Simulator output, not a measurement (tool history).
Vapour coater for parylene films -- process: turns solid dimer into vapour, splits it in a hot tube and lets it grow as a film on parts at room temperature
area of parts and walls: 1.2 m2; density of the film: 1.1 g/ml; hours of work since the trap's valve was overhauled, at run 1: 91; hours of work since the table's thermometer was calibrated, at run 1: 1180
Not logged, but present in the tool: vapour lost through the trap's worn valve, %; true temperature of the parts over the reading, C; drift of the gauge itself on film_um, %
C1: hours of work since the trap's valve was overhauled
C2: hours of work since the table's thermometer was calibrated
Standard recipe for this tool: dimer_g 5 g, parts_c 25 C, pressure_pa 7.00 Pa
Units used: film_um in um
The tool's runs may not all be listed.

Run 1, day 0.000: usual settings; C1 91; C2 1180. Result: film_um 2.41 um.
Run 2, day 1.946: usual settings; C1 118; C2 1206. Result: film_um 2.38 um.
Run 3, day 3.712: usual settings but dimer_g 3 g; C1 142; C2 1230. Result: film_um 1.48 um.
Run 4, day 6.258: usual settings but dimer_g 3 g; C1 176; C2 1265. Result: film_um 1.43 um.
Run 5, day 8.388: usual settings but dimer_g 3 g; C1 205; C2 1294. Result: film_um 1.44 um.
Run 6, day 10.850: usual settings but dimer_g 3 g; C1 239; C2 1327. Result: film_um 1.45 um.
Run 7, day 12.683: usual settings but dimer_g 3 g; C1 264; C2 1352. Result: film_um 1.46 um.
Run 8, day 14.721: usual settings but dimer_g 3 g; C1 291; C2 1380. Result: film_um 1.44 um.
Run 9, day 16.429: usual settings but dimer_g 3 g, pressure_pa 2.34 Pa; C1 314; C2 1403. Result: film_um 1.57 um.
Run 10, day 18.838: usual settings but dimer_g 3 g, pressure_pa 2.34 Pa; C1 347; C2 1436. Result: film_um 1.58 um.
Run 11, day 20.400: usual settings but dimer_g 3 g, pressure_pa 2.34 Pa; C1 368; C2 1457. Result: film_um 1.53 um.
Run 12, day 22.138: usual settings; C1 392; C2 1481. Result: film_um 2.41 um.
Run 13, day 23.479: usual settings; C1 410; C2 1499. Result: film_um 2.40 um.
Run 14, day 24.775: usual settings; C1 428; C2 1516. Result: film_um 2.41 um.
Run 15, day 27.050: usual settings; C1 459; C2 1547. Result: film_um 2.41 um.
Run 16, day 29.525: usual settings; C1 492; C2 1581. Result: film_um 2.42 um.
Run 17, day 30.967: usual settings; C1 512; C2 1601. Result: film_um 2.39 um.
Run 18, day 32.700: usual settings; C1 535; C2 1624. Result: film_um 2.40 um.
At day 33.938: trap's valve overhauled.
Run 19, day 34.188: usual settings but parts_c 21 C; C1 3; C2 1642. Result: film_um 2.56 um.
Run 20, day 36.667: usual settings; C1 37; C2 1676. Result: film_um 2.43 um.
Run 21, day 38.362: usual settings but parts_c 17 C; C1 60; C2 1699. Result: film_um 2.74 um.
Run 22, day 40.350: usual settings but parts_c 17 C; C1 87; C2 1726. Result: film_um 2.72 um.
Run 23, day 42.792: usual settings but parts_c 17 C; C1 120; C2 1759. Result: film_um 2.69 um.
Run 24, day 44.558: usual settings but parts_c 17 C; C1 144; C2 1783. Result: film_um 2.77 um.
Run 25, day 45.946: usual settings but parts_c 17 C; C1 163; C2 1802. Result: film_um 2.67 um.
Run 26, day 47.858: usual settings but parts_c 17 C; C1 189; C2 1828. Result: film_um 2.74 um.
Run 27, day 49.600: usual settings but dimer_g 4 g, parts_c 21 C, pressure_pa 2.76 Pa; C1 213; C2 1851. Result: film_um 2.18 um.
Run 28, day 52.104: usual settings but dimer_g 6 g, parts_c 21 C, pressure_pa 2.76 Pa; C1 247; C2 1885. Result: film_um 3.23 um.
Run 29, day 54.046: usual settings but dimer_g 4 g, parts_c 32 C, pressure_pa 4.44 Pa; C1 273; C2 1912. Result: film_um 1.79 um.
Run 30, day 56.304: usual settings but dimer_g 3 g, parts_c 32 C, pressure_pa 4.20 Pa; C1 304; C2 1942. Result: film_um 1.35 um.
Run 31, day 57.883: usual settings but parts_c 19 C, pressure_pa 2.71 Pa; C1 325; C2 1964. Result: film_um 2.78 um.
Run 32, day 59.033: usual settings but dimer_g 8 g, pressure_pa 7.42 Pa; C1 341; C2 1979. Result: film_um 3.86 um.
Run 33, day 60.342: usual settings but dimer_g 4 g, pressure_pa 2.68 Pa; C1 359; C2 1997. Result: film_um 2.03 um.
Run 34, day 61.575: usual settings but dimer_g 2 g, parts_c 20 C, pressure_pa 3.02 Pa; C1 375; C2 2014. Result: film_um 1.10 um.
Run 35, day 63.808: usual settings but dimer_g 2 g, parts_c 21 C, pressure_pa 4.86 Pa; C1 406; C2 2044. Result: film_um 1.05 um.
Run 36, day 66.092: usual settings but dimer_g 3 g; C1 437; C2 2075. Result: film_um 1.46 um.
Run 37, day 68.412: usual settings but dimer_g 3 g, parts_c 21 C, pressure_pa 3.57 Pa; C1 468; C2 2107. Result: film_um 1.59 um.
Run 38, day 69.942: usual settings but dimer_g 3 g, parts_c 21 C, pressure_pa 3.57 Pa; C1 489; C2 2128. Result: film_um 1.59 um.
Run 39, day 72.167: usual settings but dimer_g 4 g, pressure_pa 2.07 Pa; C1 519; C2 2158. Result: film_um 2.05 um.
Run 40, day 73.812: usual settings but dimer_g 3 g, parts_c 32 C, pressure_pa 4.97 Pa; C1 541; C2 2180. Result: film_um 1.34 um.
At day 74.675: trap's valve overhauled.
Run 41, day 75.171: usual settings but parts_c 21 C, pressure_pa 3.07 Pa; C1 7; C2 2196. Result: film_um 2.69 um.
Run 42, day 76.675: usual settings but parts_c 21 C, pressure_pa 3.07 Pa; C1 27; C2 2217. Result: film_um 2.69 um.
Run 43, day 78.096: usual settings but dimer_g 7 g, parts_c 33 C, pressure_pa 3.89 Pa; C1 46; C2 2236. Result: film_um 3.09 um.
Run 44, day 80.642: usual settings but dimer_g 6 g, parts_c 33 C, pressure_pa 9.68 Pa; C1 81; C2 2271. Result: film_um 2.52 um.
At day 81.704: table's thermometer calibrated.
Run 45, day 82.242: usual settings but dimer_g 3 g, parts_c 18 C, pressure_pa 7.19 Pa; C1 102; C2 7. Result: film_um 1.59 um.
Run 46, day 84.629: usual settings but dimer_g 3 g, parts_c 18 C, pressure_pa 7.19 Pa; C1 135; C2 40. Result: film_um 1.60 um.

Hidden state at the last listed run before each entry between runs and at the first one after, where it differs:
Runs 18 to 19: trap's valve overhauled (day 33.938)
  vapour lost through the trap's worn valve, %: 0.3 -> 0
Runs 40 to 41: trap's valve overhauled (day 74.675)
  vapour lost through the trap's worn valve, %: 0.3 -> 0
Runs 44 to 45: table's thermometer calibrated (day 81.704)
  vapour lost through the trap's worn valve, %: 0 -> 0.1; true temperature of the parts over the reading, C: -0.04 -> 0.01
